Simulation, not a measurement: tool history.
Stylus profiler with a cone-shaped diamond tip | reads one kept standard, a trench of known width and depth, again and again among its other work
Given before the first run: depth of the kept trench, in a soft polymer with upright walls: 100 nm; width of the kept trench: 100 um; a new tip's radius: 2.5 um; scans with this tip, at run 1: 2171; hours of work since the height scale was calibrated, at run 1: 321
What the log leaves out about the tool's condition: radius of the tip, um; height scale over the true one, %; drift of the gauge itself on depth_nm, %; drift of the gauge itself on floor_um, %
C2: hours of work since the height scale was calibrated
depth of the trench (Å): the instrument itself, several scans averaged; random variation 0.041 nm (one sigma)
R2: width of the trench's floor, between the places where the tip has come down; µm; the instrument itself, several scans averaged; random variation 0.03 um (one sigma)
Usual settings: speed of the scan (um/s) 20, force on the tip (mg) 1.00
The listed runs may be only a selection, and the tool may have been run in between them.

Run 1, hour 0.0: usual settings; scans with this tip 2171; C2 321. Result: depth of the trench (Å) 1002.2, R2 98.06 µm.
Run 2, hour 7.8: usual settings but force on the tip (mg) 0.73; scans with this tip 2207; C2 327. Result: depth of the trench (Å) 1001.9, R2 97.99 µm.
Run 3, hour 23.4: usual settings but force on the tip (mg) 1.35; scans with this tip 2279; C2 337. Result: depth of the trench (Å) 1002.8, R2 98.06 µm.
Run 4, hour 30.3: usual settings but force on the tip (mg) 1.35; scans with this tip 2311; C2 342. Result: depth of the trench (Å) 1002.7, R2 98.10 µm.
Run 5, hour 44.9: usual settings but speed of the scan (um/s) 8, force on the tip (mg) 1.35; scans with this tip 2379; C2 352. Result: depth of the trench (Å) 1003.2, R2 98.11 µm.
Run 6, hour 56.1: usual settings but speed of the scan (um/s) 8, force on the tip (mg) 1.35; scans with this tip 2431; C2 360. Result: depth of the trench (Å) 1002.6, R2 98.11 µm.
Run 7, hour 64.4: usual settings but speed of the scan (um/s) 21, force on the tip (mg) 1.35; scans with this tip 2470; C2 366. Result: depth of the trench (Å) 1002.9, R2 98.06 µm.
Run 8, hour 74.9: usual settings but speed of the scan (um/s) 21, force on the tip (mg) 1.35; scans with this tip 2518; C2 373. Result: depth of the trench (Å) 1003.2, R2 98.03 µm.
Run 9, hour 90.9: usual settings but speed of the scan (um/s) 21, force on the tip (mg) 1.35; scans with this tip 2593; C2 384. Result: depth of the trench (Å) 1003.4, R2 98.03 µm.
Run 10, hour 102.5: usual settings but speed of the scan (um/s) 21, force on the tip (mg) 1.35; scans with this tip 2647; C2 392. Result: depth of the trench (Å) 1002.8, R2 98.00 µm.
Run 11, hour 113.5: usual settings but speed of the scan (um/s) 21, force on the tip (mg) 1.35; scans with this tip 2698; C2 399. Result: depth of the trench (Å) 1003.0, R2 98.01 µm.
Run 12, hour 123.5: usual settings but speed of the scan (um/s) 21, force on the tip (mg) 2.33; scans with this tip 2744; C2 406. Result: depth of the trench (Å) 1004.4, R2 98.06 µm.
At hour 125.2: height scale calibrated on a step standard.
Run 13, hour 134.9: usual settings but speed of the scan (um/s) 21, force on the tip (mg) 2.33; scans with this tip 2795; C2 7. Result: depth of the trench (Å) 1003.8, R2 97.98 µm.
Run 14, hour 145.1: usual settings but speed of the scan (um/s) 7, force on the tip (mg) 2.33; scans with this tip 2842; C2 14. Result: depth of the trench (Å) 1004.0, R2 98.02 µm.
At hour 155.0: height scale calibrated on a step standard, once more.
Run 15, hour 156.3: usual settings but speed of the scan (um/s) 7, force on the tip (mg) 2.33; scans with this tip 2892; C2 1. Result: depth of the trench (Å) 1005.4, R2 98.10 µm.
Run 16, hour 170.3: usual settings but speed of the scan (um/s) 7, force on the tip (mg) 2.33; scans with this tip 2957; C2 11. Result: depth of the trench (Å) 1005.7, R2 98.02 µm.
Run 17, hour 186.2: usual settings but force on the tip (mg) 0.34; scans with this tip 3031; C2 21. Result: depth of the trench (Å) 1001.4, R2 97.85 µm.
Run 18, hour 202.1: usual settings but speed of the scan (um/s) 66; scans with this tip 3104; C2 32. Result: depth of the trench (Å) 1002.9, R2 97.60 µm.
Run 19, hour 212.9: usual settings but force on the tip (mg) 0.70; scans with this tip 3155; C2 40. Result: depth of the trench (Å) 1001.9, R2 97.89 µm.
Run 20, hour 227.5: usual settings but speed of the scan (um/s) 27, force on the tip (mg) 2.96; scans with this tip 3222; C2 50. Result: depth of the trench (Å) 1006.0, R2 97.90 µm.
Run 21, hour 239.6: usual settings but speed of the scan (um/s) 54, force on the tip (mg) 0.68; scans with this tip 3279; C2 58. Result: depth of the trench (Å) 1002.2, R2 97.59 µm.
Run 22, hour 250.8: usual settings but speed of the scan (um/s) 21, force on the tip (mg) 0.38; scans with this tip 3331; C2 66. Result: depth of the trench (Å) 1001.4, R2 97.79 µm.
Run 23, hour 263.1: usual settings but speed of the scan (um/s) 31, force on the tip (mg) 0.65; scans with this tip 3388; C2 74. Result: depth of the trench (Å) 1002.6, R2 97.80 µm.
Run 24, hour 269.8: usual settings but speed of the scan (um/s) 10, force on the tip (mg) 0.41; scans with this tip 3419; C2 79. Result: depth of the trench (Å) 1002.4, R2 97.84 µm.
Run 25, hour 279.7: usual settings but speed of the scan (um/s) 10, force on the tip (mg) 0.41; scans with this tip 3465; C2 86. Result: depth of the trench (Å) 1002.2, R2 97.92 µm.
Run 26, hour 291.6: usual settings but force on the tip (mg) 2.74; scans with this tip 3520; C2 94. Result: depth of the trench (Å) 1005.7, R2 97.86 µm.
Run 27, hour 300.0: usual settings but speed of the scan (um/s) 19, force on the tip (mg) 2.30; scans with this tip 3559; C2 100. Result: depth of the trench (Å) 1005.2, R2 97.90 µm.
Run 28, hour 307.3: usual settings but speed of the scan (um/s) 19, force on the tip (mg) 2.30; scans with this tip 3593; C2 105. Result: depth of the trench (Å) 1005.0, R2 97.91 µm.
Run 29, hour 318.3: usual settings but speed of the scan (um/s) 19, force on the tip (mg) 2.30; scans with this tip 3644; C2 112. Result: depth of the trench (Å) 1005.3, R2 97.85 µm.
Run 30, hour 333.6: usual settings but speed of the scan (um/s) 7; scans with this tip 3715; C2 123. Result: depth of the trench (Å) 1003.0, R2 97.88 µm.
Run 31, hour 343.5: usual settings but speed of the scan (um/s) 7; scans with this tip 3761; C2 130. Result: depth of the trench (Å) 1002.4, R2 97.92 µm.
Run 32, hour 350.9: usual settings but speed of the scan (um/s) 25; scans with this tip 3796; C2 135. Result: depth of the trench (Å) 1002.5, R2 97.82 µm.
Run 33, hour 360.0: usual settings but speed of the scan (um/s) 7, force on the tip (mg) 0.49; scans with this tip 3838; C2 141. Result: depth of the trench (Å) 1001.7, R2 97.89 µm.
Run 34, hour 372.8: usual settings but speed of the scan (um/s) 13; scans with this tip 3897; C2 150. Result: depth of the trench (Å) 1002.9, R2 97.83 µm.
Run 35, hour 383.7: usual settings but speed of the scan (um/s) 41, force on the tip (mg) 0.54; scans with this tip 3948; C2 157. Result: depth of the trench (Å) 1001.7, R2 97.58 µm.
Run 36, hour 393.8: usual settings but speed of the scan (um/s) 41, force on the tip (mg) 0.54; scans with this tip 3994; C2 164. Result: depth of the trench (Å) 1001.8, R2 97.52 µm.
Run 37, hour 406.6: usual settings but force on the tip (mg) 0.89; scans with this tip 4054; C2 173. Result: depth of the trench (Å) 1002.6, R2 97.76 µm.

Forecast each of these 3 alternatives for the next run:
Run A, hour 418.2: usual settings but speed of the scan (um/s) 30; scans with this tip 4108; C2 181. Result: depth of the trench (Å) ?, R2 ?.
Run B, hour 418.2: usual settings but speed of the scan (um/s) 14, force on the tip (mg) 2.86; scans with this tip 4108; C2 181. Result: depth of the trench (Å) ?, R2 ?.
Run C, hour 418.2: usual settings but speed of the scan (um/s) 10, force on the tip (mg) 0.89; scans with this tip 4108; C2 181. Result: depth of the trench (Å) ?, R2 ?.

run  depth of the trench (Å)     R2
  A                   1003.7  97.78
  B                   1005.4  97.85
  C                   1002.9  97.91
With no hidden state in the tool, these same runs would have given:
run  depth of the trench (Å)     R2
  A                   1004.2  98.48
  B                   1005.9  98.55
  C                   1003.3  98.61
